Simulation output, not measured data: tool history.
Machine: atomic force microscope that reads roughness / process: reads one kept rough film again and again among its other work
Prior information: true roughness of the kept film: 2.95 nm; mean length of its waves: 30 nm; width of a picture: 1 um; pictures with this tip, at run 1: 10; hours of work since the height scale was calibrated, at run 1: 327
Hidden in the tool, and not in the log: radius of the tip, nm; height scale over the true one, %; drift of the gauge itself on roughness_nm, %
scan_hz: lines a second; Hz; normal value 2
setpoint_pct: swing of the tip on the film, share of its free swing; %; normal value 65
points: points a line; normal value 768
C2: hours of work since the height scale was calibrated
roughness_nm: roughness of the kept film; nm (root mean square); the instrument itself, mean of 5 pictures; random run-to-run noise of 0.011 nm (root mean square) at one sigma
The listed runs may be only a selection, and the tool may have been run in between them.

run 1 hour=0 | scan_hz=2 setpoint_pct=65 points=768 | pictures_with_this_tip=10 C2=327 | roughness_nm=2.475
run 2 hour=12.2 | scan_hz=2 setpoint_pct=65 points=768 | pictures_with_this_tip=29 C2=334 | roughness_nm=2.449
run 3 hour=34.9 | scan_hz=2.24 setpoint_pct=65 points=768 | pictures_with_this_tip=66 C2=348 | roughness_nm=2.387
run 4 hour=50.5 | scan_hz=2 setpoint_pct=82 points=768 | pictures_with_this_tip=91 C2=358 | roughness_nm=2.107
run 5 hour=67.6 | scan_hz=2 setpoint_pct=82 points=768 | pictures_with_this_tip=118 C2=368 | roughness_nm=2.085
run 6 hour=86.8 | scan_hz=2 setpoint_pct=82 points=768 | pictures_with_this_tip=149 C2=380 | roughness_nm=2.068
run 7 hour=101.7 | scan_hz=2 setpoint_pct=82 points=768 | pictures_with_this_tip=173 C2=390 | roughness_nm=2.036
run 8 hour=116.4 | scan_hz=2.29 setpoint_pct=57 points=498 | pictures_with_this_tip=196 C2=399 | roughness_nm=2.355
run 9 hour=141.6 | scan_hz=2.29 setpoint_pct=57 points=498 | pictures_with_this_tip=237 C2=414 | roughness_nm=2.314
run 10 hour=162 | scan_hz=1.13 setpoint_pct=82 points=280 | pictures_with_this_tip=269 C2=427 | roughness_nm=2.125
run 11 hour=179.2 | scan_hz=1.13 setpoint_pct=82 points=280 | pictures_with_this_tip=297 C2=437 | roughness_nm=2.105

Forecast each of these 4 alternatives for the next run:
run A hour=191.9 | scan_hz=3.08 setpoint_pct=58 points=895 | pictures_with_this_tip=317 C2=445 | roughness_nm=?
run B hour=191.9 | scan_hz=0.85 setpoint_pct=60 points=358 | pictures_with_this_tip=317 C2=445 | roughness_nm=?
run C hour=191.9 | scan_hz=0.65 setpoint_pct=82 points=394 | pictures_with_this_tip=317 C2=445 | roughness_nm=?
run D hour=191.9 | scan_hz=1.51 setpoint_pct=59 points=260 | pictures_with_this_tip=317 C2=445 | roughness_nm=?

run=A roughness_nm=2.212
run=B roughness_nm=2.342
run=C roughness_nm=2.214
run=D roughness_nm=2.271
The same runs, with their run-to-run variation unchanged, on a tool lacking any hidden condition would have given:
run=A roughness_nm=2.482
run=B roughness_nm=2.628
run=C roughness_nm=2.485
run=D roughness_nm=2.549
